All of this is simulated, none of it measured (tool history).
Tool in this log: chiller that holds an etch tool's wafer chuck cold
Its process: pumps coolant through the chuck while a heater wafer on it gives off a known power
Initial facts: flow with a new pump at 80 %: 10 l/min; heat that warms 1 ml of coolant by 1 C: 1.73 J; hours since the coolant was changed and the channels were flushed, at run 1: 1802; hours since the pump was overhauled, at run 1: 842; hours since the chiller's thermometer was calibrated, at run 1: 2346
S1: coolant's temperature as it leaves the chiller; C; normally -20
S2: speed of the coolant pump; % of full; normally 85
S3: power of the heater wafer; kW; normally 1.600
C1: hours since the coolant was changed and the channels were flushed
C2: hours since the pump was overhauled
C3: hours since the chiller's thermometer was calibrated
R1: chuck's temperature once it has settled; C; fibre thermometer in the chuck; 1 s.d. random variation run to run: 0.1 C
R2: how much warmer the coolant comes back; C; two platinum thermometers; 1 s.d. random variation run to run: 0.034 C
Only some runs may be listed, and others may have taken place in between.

{"run": 1, "hour": 0.0, "S1": -20, "S2": 85, "S3": 1.6, "C1": 1802, "C2": 842, "C3": 2346, "R1": -7.6, "R2": 5.17}
{"run": 2, "hour": 27.9, "S1": -20, "S2": 85, "S3": 1.6, "C1": 1830, "C2": 870, "C3": 2374, "R1": -7.7, "R2": 5.18}
{"run": 3, "hour": 42.6, "S1": -20, "S2": 85, "S3": 1.6, "C1": 1845, "C2": 885, "C3": 2389, "R1": -7.6, "R2": 5.11}
{"run": 4, "hour": 57.7, "S1": -20, "S2": 85, "S3": 1.6, "C1": 1860, "C2": 900, "C3": 2404, "R1": -7.8, "R2": 5.17}
{"run": 5, "hour": 78.8, "S1": -20, "S2": 85, "S3": 1.6, "C1": 1881, "C2": 921, "C3": 2425, "R1": -7.7, "R2": 5.07}
{"run": 6, "hour": 98.9, "S1": -20, "S2": 85, "S3": 1.6, "C1": 1901, "C2": 941, "C3": 2445, "R1": -7.7, "R2": 4.99}
{"run": 7, "hour": 119.5, "S1": -20, "S2": 85, "S3": 1.857, "C1": 1921, "C2": 961, "C3": 2466, "R1": -5.8, "R2": 5.79}
{"run": 8, "hour": 146.6, "S1": -20, "S2": 85, "S3": 0.917, "C1": 1949, "C2": 988, "C3": 2493, "R1": -13.0, "R2": 2.67}
{"run": 9, "hour": 165.6, "S1": -24, "S2": 85, "S3": 0.917, "C1": 1968, "C2": 1007, "C3": 2512, "R1": -17.0, "R2": 2.73}
{"run": 10, "hour": 187.0, "S1": -24, "S2": 70, "S3": 0.917, "C1": 1989, "C2": 1029, "C3": 2533, "R1": -16.0, "R2": 3.39}
{"run": 11, "hour": 209.8, "S1": -24, "S2": 70, "S3": 0.917, "C1": 2012, "C2": 1052, "C3": 2556, "R1": -16.0, "R2": 3.29}
{"run": 12, "hour": 222.6, "S1": -20, "S2": 85, "S3": 1.6, "C1": 2025, "C2": 1065, "C3": 2569, "R1": -7.7, "R2": 4.8}
{"run": 13, "hour": 250.6, "S1": -20, "S2": 85, "S3": 1.6, "C1": 2053, "C2": 1093, "C3": 2597, "R1": -7.8, "R2": 4.81}
{"run": 14, "hour": 271.4, "S1": -20, "S2": 85, "S3": 1.6, "C1": 2073, "C2": 1113, "C3": 2618, "R1": -7.9, "R2": 4.72}
{"run": 15, "hour": 295.1, "S1": -16, "S2": 85, "S3": 1.6, "C1": 2097, "C2": 1137, "C3": 2641, "R1": -3.7, "R2": 4.72}
{"hour": 299.4, "done": "gauge calibrated"}
{"run": 16, "hour": 310.1, "S1": -16, "S2": 85, "S3": 1.6, "C1": 2112, "C2": 1152, "C3": 2656, "R1": -3.9, "R2": 5.15}
{"run": 17, "hour": 337.7, "S1": -16, "S2": 85, "S3": 1.6, "C1": 2140, "C2": 1180, "C3": 2684, "R1": -3.7, "R2": 5.13}
{"hour": 342.5, "done": "chiller's thermometer calibrated"}
{"run": 18, "hour": 358.7, "S1": -16, "S2": 85, "S3": 1.6, "C1": 2160, "C2": 1200, "C3": 16, "R1": -3.7, "R2": 5.11}
{"run": 19, "hour": 385.3, "S1": -28, "S2": 65, "S3": 2.14, "C1": 2186, "C2": 1226, "C3": 43, "R1": -8.2, "R2": 9.16}
{"run": 20, "hour": 409.3, "S1": -17, "S2": 62, "S3": 2.14, "C1": 2210, "C2": 1250, "C3": 67, "R1": 3.3, "R2": 9.64}
{"run": 21, "hour": 430.2, "S1": -17, "S2": 62, "S3": 2.14, "C1": 2231, "C2": 1271, "C3": 88, "R1": 3.4, "R2": 9.61}
{"run": 22, "hour": 460.1, "S1": -17, "S2": 62, "S3": 2.14, "C1": 2261, "C2": 1301, "C3": 118, "R1": 3.4, "R2": 9.57}
{"run": 23, "hour": 486.3, "S1": -23, "S2": 73, "S3": 2.14, "C1": 2287, "C2": 1327, "C3": 144, "R1": -4.7, "R2": 7.87}
{"run": 24, "hour": 502.5, "S1": -19, "S2": 96, "S3": 1.6, "C1": 2304, "C2": 1343, "C3": 160, "R1": -7.8, "R2": 4.25}
{"run": 25, "hour": 520.1, "S1": -20, "S2": 61, "S3": 1.108, "C1": 2321, "C2": 1361, "C3": 178, "R1": -9.2, "R2": 4.84}
{"run": 26, "hour": 537.1, "S1": -15, "S2": 85, "S3": 1.264, "C1": 2338, "C2": 1378, "C3": 195, "R1": -5.1, "R2": 3.71}
{"run": 27, "hour": 555.1, "S1": -18, "S2": 79, "S3": 1.723, "C1": 2356, "C2": 1396, "C3": 213, "R1": -4.2, "R2": 5.63}
{"run": 28, "hour": 585.5, "S1": -15, "S2": 65, "S3": 2.035, "C1": 2387, "C2": 1426, "C3": 243, "R1": 3.6, "R2": 8.31}
{"run": 29, "hour": 608.0, "S1": -15, "S2": 65, "S3": 2.035, "C1": 2409, "C2": 1449, "C3": 266, "R1": 3.6, "R2": 8.33}
{"run": 30, "hour": 628.7, "S1": -15, "S2": 65, "S3": 2.035, "C1": 2430, "C2": 1470, "C3": 286, "R1": 3.7, "R2": 8.27}
{"run": 31, "hour": 647.9, "S1": -15, "S2": 65, "S3": 2.035, "C1": 2449, "C2": 1489, "C3": 305, "R1": 3.7, "R2": 8.32}

Below are 3 alternative next runs, each starting from the tool's condition after run 31. Predict each:
{"run": "A", "hour": 665.9, "S1": -15, "S2": 90, "S3": 1.827, "C1": 2467, "C2": 1507, "C3": 323, "R1": "?", "R2": "?"}
{"run": "B", "hour": 665.9, "S1": -24, "S2": 90, "S3": 2.082, "C1": 2467, "C2": 1507, "C3": 323, "R1": "?", "R2": "?"}
{"run": "C", "hour": 665.9, "S1": -29, "S2": 71, "S3": 1.545, "C1": 2467, "C2": 1507, "C3": 323, "R1": "?", "R2": "?"}

run=A R1=-1.5 R2=4.93
run=B R1=-8.6 R2=5.78
run=C R1=-15.5 R2=5.50
What these runs would have given with no unlogged condition in the tool:
run=A R1=-1.5 R2=5.53
run=B R1=-8.6 R2=6.38
run=C R1=-15.5 R2=6.10
